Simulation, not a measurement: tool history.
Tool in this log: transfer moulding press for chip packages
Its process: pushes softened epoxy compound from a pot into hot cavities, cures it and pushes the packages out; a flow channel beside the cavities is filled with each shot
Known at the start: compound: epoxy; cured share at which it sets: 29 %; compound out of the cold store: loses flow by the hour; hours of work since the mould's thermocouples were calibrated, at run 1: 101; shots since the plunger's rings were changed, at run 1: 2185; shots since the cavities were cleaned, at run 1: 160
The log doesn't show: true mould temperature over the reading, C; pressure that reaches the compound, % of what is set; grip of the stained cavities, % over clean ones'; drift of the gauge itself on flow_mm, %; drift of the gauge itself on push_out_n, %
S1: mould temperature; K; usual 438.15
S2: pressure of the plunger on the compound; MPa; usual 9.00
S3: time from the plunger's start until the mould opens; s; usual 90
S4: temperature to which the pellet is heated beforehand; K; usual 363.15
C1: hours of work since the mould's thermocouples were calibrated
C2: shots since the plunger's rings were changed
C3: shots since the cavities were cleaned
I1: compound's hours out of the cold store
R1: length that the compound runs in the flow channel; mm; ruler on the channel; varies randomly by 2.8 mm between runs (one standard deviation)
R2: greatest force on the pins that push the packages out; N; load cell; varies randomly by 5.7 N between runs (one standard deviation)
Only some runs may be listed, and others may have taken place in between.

{"run": 1, "hour": 0.0, "S1": 438.15, "S2": 9.0, "S3": 90, "S4": 363.15, "C1": 101, "C2": 2185, "C3": 160, "I1": 25.4, "R1": 559, "R2": 268}
{"run": 2, "hour": 5.1, "S1": 438.15, "S2": 9.0, "S3": 90, "S4": 363.15, "C1": 104, "C2": 2222, "C3": 197, "I1": 36.4, "R1": 536, "R2": 268}
{"run": 3, "hour": 15.8, "S1": 438.15, "S2": 9.45, "S3": 90, "S4": 363.15, "C1": 108, "C2": 2300, "C3": 275, "I1": 16.3, "R1": 599, "R2": 314}
{"run": 4, "hour": 26.9, "S1": 438.15, "S2": 9.45, "S3": 90, "S4": 363.15, "C1": 112, "C2": 2382, "C3": 357, "I1": 8.2, "R1": 620, "R2": 347}
{"run": 5, "hour": 38.3, "S1": 438.15, "S2": 9.45, "S3": 90, "S4": 363.15, "C1": 117, "C2": 2466, "C3": 441, "I1": 10.8, "R1": 618, "R2": 364}
{"run": 6, "hour": 47.7, "S1": 432.15, "S2": 9.0, "S3": 90, "S4": 363.15, "C1": 121, "C2": 2534, "C3": 509, "I1": 31.7, "R1": 560, "R2": 536}
{"run": 7, "hour": 54.0, "S1": 438.15, "S2": 9.0, "S3": 99, "S4": 363.15, "C1": 123, "C2": 2580, "C3": 555, "I1": 34.5, "R1": 535, "R2": 354}
{"run": 8, "hour": 65.4, "S1": 438.15, "S2": 9.0, "S3": 99, "S4": 363.15, "C1": 128, "C2": 2664, "C3": 639, "I1": 39.7, "R1": 526, "R2": 376}
{"run": 9, "hour": 73.5, "S1": 438.15, "S2": 9.0, "S3": 99, "S4": 363.15, "C1": 131, "C2": 2723, "C3": 698, "I1": 35.7, "R1": 536, "R2": 381}
{"run": 10, "hour": 79.7, "S1": 438.15, "S2": 9.0, "S3": 99, "S4": 363.15, "C1": 134, "C2": 2769, "C3": 744, "I1": 16.7, "R1": 579, "R2": 386}
{"run": 11, "hour": 86.6, "S1": 438.15, "S2": 10.06, "S3": 90, "S4": 363.15, "C1": 137, "C2": 2820, "C3": 795, "I1": 20.5, "R1": 606, "R2": 425}
{"run": 12, "hour": 93.9, "S1": 438.15, "S2": 9.0, "S3": 90, "S4": 363.15, "C1": 140, "C2": 2873, "C3": 848, "I1": 38.9, "R1": 527, "R2": 436}
{"run": 13, "hour": 101.2, "S1": 438.15, "S2": 9.0, "S3": 90, "S4": 363.15, "C1": 143, "C2": 2926, "C3": 901, "I1": 42.5, "R1": 514, "R2": 434}
{"run": 14, "hour": 110.6, "S1": 438.15, "S2": 9.0, "S3": 90, "S4": 363.15, "C1": 146, "C2": 2996, "C3": 971, "I1": 47.5, "R1": 505, "R2": 422}
{"run": 15, "hour": 117.2, "S1": 438.15, "S2": 9.0, "S3": 75, "S4": 363.15, "C1": 149, "C2": 3043, "C3": 1018, "I1": 36.3, "R1": 529, "R2": 563}
{"hour": 119.6, "done": "cavities cleaned with cleaning compound and waxed"}
{"run": 16, "hour": 125.2, "S1": 435.15, "S2": 9.78, "S3": 72, "S4": 355.15, "C1": 152, "C2": 3091, "C3": 41, "I1": 18.8, "R1": 604, "R2": 917}
{"run": 17, "hour": 132.3, "S1": 438.15, "S2": 9.96, "S3": 90, "S4": 372.15, "C1": 155, "C2": 3143, "C3": 93, "I1": 20.5, "R1": 597, "R2": 478}
{"run": 18, "hour": 140.5, "S1": 442.15, "S2": 9.0, "S3": 127, "S4": 356.15, "C1": 158, "C2": 3203, "C3": 153, "I1": 16.6, "R1": 566, "R2": 423}
{"run": 19, "hour": 152.1, "S1": 431.15, "S2": 8.43, "S3": 90, "S4": 363.15, "C1": 163, "C2": 3289, "C3": 239, "I1": 44.1, "R1": 514, "R2": 693}
{"hour": 155.2, "done": "cavities cleaned with cleaning compound and waxed, once more"}
{"run": 20, "hour": 162.5, "S1": 431.15, "S2": 7.89, "S3": 105, "S4": 361.15, "C1": 166, "C2": 3353, "C3": 53, "I1": 12.8, "R1": 563, "R2": 292}
{"run": 21, "hour": 169.6, "S1": 431.15, "S2": 7.89, "S3": 105, "S4": 361.15, "C1": 169, "C2": 3405, "C3": 105, "I1": 19.5, "R1": 546, "R2": 315}
{"run": 22, "hour": 175.0, "S1": 431.15, "S2": 7.89, "S3": 105, "S4": 361.15, "C1": 171, "C2": 3445, "C3": 145, "I1": 13.2, "R1": 563, "R2": 316}
{"run": 23, "hour": 184.8, "S1": 442.15, "S2": 8.44, "S3": 123, "S4": 355.15, "C1": 175, "C2": 3517, "C3": 217, "I1": 28.5, "R1": 520, "R2": 265}
{"run": 24, "hour": 191.1, "S1": 442.15, "S2": 8.44, "S3": 123, "S4": 355.15, "C1": 178, "C2": 3563, "C3": 263, "I1": 43.9, "R1": 488, "R2": 262}
{"run": 25, "hour": 199.2, "S1": 436.15, "S2": 9.0, "S3": 83, "S4": 359.15, "C1": 181, "C2": 3623, "C3": 323, "I1": 12.7, "R1": 591, "R2": 440}
{"run": 26, "hour": 211.0, "S1": 442.15, "S2": 10.84, "S3": 90, "S4": 371.15, "C1": 186, "C2": 3709, "C3": 409, "I1": 34.6, "R1": 569, "R2": 340}
{"run": 27, "hour": 222.4, "S1": 438.15, "S2": 8.56, "S3": 125, "S4": 367.15, "C1": 191, "C2": 3793, "C3": 493, "I1": 17.0, "R1": 556, "R2": 335}
{"run": 28, "hour": 233.9, "S1": 438.15, "S2": 8.94, "S3": 125, "S4": 367.15, "C1": 195, "C2": 3877, "C3": 577, "I1": 32.3, "R1": 531, "R2": 334}
{"run": 29, "hour": 245.9, "S1": 442.15, "S2": 8.94, "S3": 121, "S4": 366.15, "C1": 200, "C2": 3965, "C3": 665, "I1": 13.4, "R1": 566, "R2": 351}

Below are 3 alternative next runs, each starting from the tool's condition after run 29. Predict each:
{"run": "A", "hour": 254.4, "S1": 444.15, "S2": 7.97, "S3": 107, "S4": 363.15, "C1": 203, "C2": 4027, "C3": 727, "I1": 13.9, "R1": "?", "R2": "?"}
{"run": "B", "hour": 254.4, "S1": 442.15, "S2": 8.94, "S3": 122, "S4": 366.15, "C1": 203, "C2": 4027, "C3": 727, "I1": 38.2, "R1": "?", "R2": "?"}
{"run": "C", "hour": 254.4, "S1": 444.15, "S2": 9.0, "S3": 90, "S4": 363.15, "C1": 203, "C2": 4027, "C3": 727, "I1": 33.6, "R1": "?", "R2": "?"}

run=A R1=536 R2=373
run=B R1=509 R2=354
run=C R1=514 R2=369
Without the tool's unlogged condition, the same runs would have read:
run=A R1=566 R2=183
run=B R1=537 R2=175
run=C R1=543 R2=183

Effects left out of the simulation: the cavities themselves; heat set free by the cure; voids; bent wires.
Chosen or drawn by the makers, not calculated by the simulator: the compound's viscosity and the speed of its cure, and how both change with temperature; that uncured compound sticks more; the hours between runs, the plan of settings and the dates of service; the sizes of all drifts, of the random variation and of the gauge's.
